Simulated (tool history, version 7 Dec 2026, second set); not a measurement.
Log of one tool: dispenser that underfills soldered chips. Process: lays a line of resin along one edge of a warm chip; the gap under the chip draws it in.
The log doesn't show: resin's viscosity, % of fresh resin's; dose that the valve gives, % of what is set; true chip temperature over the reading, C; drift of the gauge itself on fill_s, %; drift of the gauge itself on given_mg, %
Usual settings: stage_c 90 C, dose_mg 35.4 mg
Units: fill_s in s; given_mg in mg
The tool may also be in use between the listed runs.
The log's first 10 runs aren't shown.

run,hour,stage_c,dose_mg,hours of work since the syringe was changed,hours of work since the valve was cleaned,hours of work since the stage was calibrated,fill_s,given_mg
# hour 93.9: new syringe of resin
11,98.9,100,35.4,4,36,296,71.7,34.87
# hour 104.5: new syringe of resin
12,108.4,100,35.4,3,43,303,68.7,34.76
# hour 115.0: new syringe of resin
13,119.2,90,35.5,3,51,311,93.0,34.78
# hour 124.8: new syringe of resin
14,125.5,90,35.4,0,55,315,73.2,34.48
# hour 134.9: new syringe of resin
# hour 136.2: dispensing valve cleaned and set on the balance
15,136.2,90,35.4,0,0,322,71.6,35.30
# hour 146.2: new syringe of resin
16,149.5,94,35.4,2,10,332,75.8,35.10
# hour 156.8: new syringe of resin
17,161.1,94,35.4,3,18,340,82.0,34.99
# hour 166.8: new syringe of resin
18,173.4,98,36.1,5,27,349,84.9,35.58
# hour 176.7: new syringe of resin
19,179.1,98,36.1,2,31,353,65.0,35.41
# hour 186.9: new syringe of resin
20,188.6,98,36.1,1,38,360,61.9,35.34
# hour 196.9: new syringe of resin
21,197.3,98,36.1,0,44,366,57.4,35.33
# hour 207.2: new syringe of resin
22,208.6,76,40.2,1,52,375,116.6,39.04
23,214.8,83,31.1,6,57,379,138.6,30.29
# hour 217.6: new syringe of resin
# hour 223.5: dispensing valve cleaned and set on the balance
24,226.8,91,35.6,6,2,387,108.6,35.36
# hour 228.4: new syringe of resin
25,234.2,91,35.6,4,8,392,96.0,35.33
# hour 238.5: new syringe of resin
26,243.6,89,36.0,4,15,399,99.0,35.65
# hour 248.7: new syringe of resin
27,250.3,95,30.9,1,19,404,69.3,30.53
28,257.8,87,34.5,7,25,409,128.4,34.01
# hour 259.2: new syringe of resin
29,268.1,80,43.8,7,32,417,153.0,43.12
# hour 269.0: new syringe of resin
30,278.1,91,36.2,7,39,424,116.4,35.46
# hour 279.5: new syringe of resin
31,287.1,87,39.0,6,46,431,116.1,38.19
# hour 290.0: new syringe of resin
32,295.5,85,39.9,4,52,437,108.2,38.89
# hour 300.2: new syringe of resin
33,308.6,80,44.9,6,61,446,148.4,43.69

4 ways to go on from here, each from the tool as it stands after run 33. What would each give?
# hour 310.6: dispensing valve cleaned and set on the balance
# hour 311.5: new syringe of resin
# hour 321.3: new syringe of resin
A,322.4,102,34.6,1,8,455,?,?
# hour 310.6: dispensing valve cleaned and set on the balance
# hour 311.5: new syringe of resin
# hour 321.3: new syringe of resin
B,322.4,82,38.5,1,8,455,?,?
# hour 310.6: dispensing valve cleaned and set on the balance
# hour 311.5: new syringe of resin
# hour 321.3: new syringe of resin
C,322.4,83,40.7,1,8,455,?,?
# hour 310.6: dispensing valve cleaned and set on the balance
# hour 311.5: new syringe of resin
# hour 321.3: new syringe of resin
D,322.4,80,33.3,1,8,455,?,?

run,fill_s,given_mg
A,52.2,34.44
B,91.0,38.24
C,87.3,40.44
D,102.9,33.11
Without the tool's hidden state the same runs would have given:
run,fill_s,given_mg
A,52.3,34.63
B,91.7,38.45
C,88.0,40.66
D,103.7,33.29
